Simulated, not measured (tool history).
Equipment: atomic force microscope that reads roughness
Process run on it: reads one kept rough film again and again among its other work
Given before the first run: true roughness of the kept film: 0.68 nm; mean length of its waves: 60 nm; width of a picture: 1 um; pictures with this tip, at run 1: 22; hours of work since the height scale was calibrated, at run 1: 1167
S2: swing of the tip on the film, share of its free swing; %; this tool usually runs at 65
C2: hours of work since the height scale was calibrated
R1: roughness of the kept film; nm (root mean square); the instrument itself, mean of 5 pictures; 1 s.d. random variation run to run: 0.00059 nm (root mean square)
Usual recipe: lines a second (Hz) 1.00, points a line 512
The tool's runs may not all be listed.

Run 1, hour 0.0: usual settings; pictures with this tip 22; C2 1167. Result: R1 0.6646 nm (root mean square).
Run 2, hour 61.5: usual settings; pictures with this tip 143; C2 1211. Result: R1 0.6615 nm (root mean square).
At hour 67.5: new tip fitted.
Run 3, hour 93.2: usual settings but S2 70 %; pictures with this tip 51; C2 1233. Result: R1 0.6604 nm (root mean square).
Run 4, hour 128.9: usual settings; pictures with this tip 121; C2 1259. Result: R1 0.6610 nm (root mean square).
At hour 145.7: new tip fitted.
Run 5, hour 181.9: usual settings; pictures with this tip 71; C2 1296. Result: R1 0.6628 nm (root mean square).
Run 6, hour 221.4: usual settings but lines a second (Hz) 1.81; pictures with this tip 149; C2 1324. Result: R1 0.6538 nm (root mean square).
At hour 227.0: new tip fitted.
Run 7, hour 264.4: usual settings but points a line 621; pictures with this tip 74; C2 1355. Result: R1 0.6632 nm (root mean square).
At hour 308.7: new tip fitted.
Run 8, hour 333.4: usual settings but points a line 621; pictures with this tip 49; C2 1404. Result: R1 0.6631 nm (root mean square).
Run 9, hour 369.8: usual settings but points a line 621; pictures with this tip 121; C2 1430. Result: R1 0.6622 nm (root mean square).
At hour 388.3: new tip fitted.
Run 10, hour 423.5: usual settings but points a line 621; pictures with this tip 69; C2 1467. Result: R1 0.6623 nm (root mean square).
At hour 468.1: new tip fitted.
Run 11, hour 490.6: usual settings but S2 63 %; pictures with this tip 44; C2 1515. Result: R1 0.6644 nm (root mean square).
At hour 551.3: new tip fitted.
Run 12, hour 559.2: usual settings but S2 62 %; pictures with this tip 16; C2 1564. Result: R1 0.6659 nm (root mean square).
Run 13, hour 626.9: usual settings but S2 62 %; pictures with this tip 149; C2 1612. Result: R1 0.6607 nm (root mean square).
At hour 633.6: new tip fitted.
Run 14, hour 658.8: usual settings but S2 62 %; pictures with this tip 50; C2 1634. Result: R1 0.6631 nm (root mean square).
At hour 715.9: new tip fitted.
Run 15, hour 722.2: usual settings; pictures with this tip 12; C2 1679. Result: R1 0.6646 nm (root mean square).
At hour 793.7: new tip fitted.
Run 16, hour 793.7: usual settings; pictures with this tip 0; C2 1730. Result: R1 0.6637 nm (root mean square).
Run 17, hour 830.1: usual settings; pictures with this tip 71; C2 1756. Result: R1 0.6607 nm (root mean square).
At hour 874.2: new tip fitted.
Run 18, hour 900.5: usual settings but S2 69 %; pictures with this tip 52; C2 1806. Result: R1 0.6600 nm (root mean square).
Run 19, hour 950.2: usual settings but S2 69 %; pictures with this tip 149; C2 1841. Result: R1 0.6563 nm (root mean square).
At hour 957.4: new tip fitted.
Run 20, hour 1001.4: usual settings but points a line 875; pictures with this tip 86; C2 1878. Result: R1 0.6626 nm (root mean square).
At hour 1035.5: new tip fitted.
Run 21, hour 1049.7: usual settings but points a line 875; pictures with this tip 28; C2 1912. Result: R1 0.6634 nm (root mean square).
Run 22, hour 1100.2: usual settings but lines a second (Hz) 1.53, points a line 341; pictures with this tip 128; C2 1948. Result: R1 0.6541 nm (root mean square).
At hour 1114.8: new tip fitted.
Run 23, hour 1168.3: usual settings but lines a second (Hz) 1.07, S2 80 %, points a line 689; pictures with this tip 105; C2 1996. Result: R1 0.6488 nm (root mean square).

Run 24 has not been measured yet. What should we expect?
At hour 1192.9: new tip fitted.
Run 24, hour 1207.0: usual settings but lines a second (Hz) 1.07, S2 80 %, points a line 689; pictures with this tip 27; C2 2023. Result: R1 ?.

{"run 24": {"R1": 0.6506}}
With no hidden state in the tool, this same run would have given R1 0.6566 nm (root mean square).
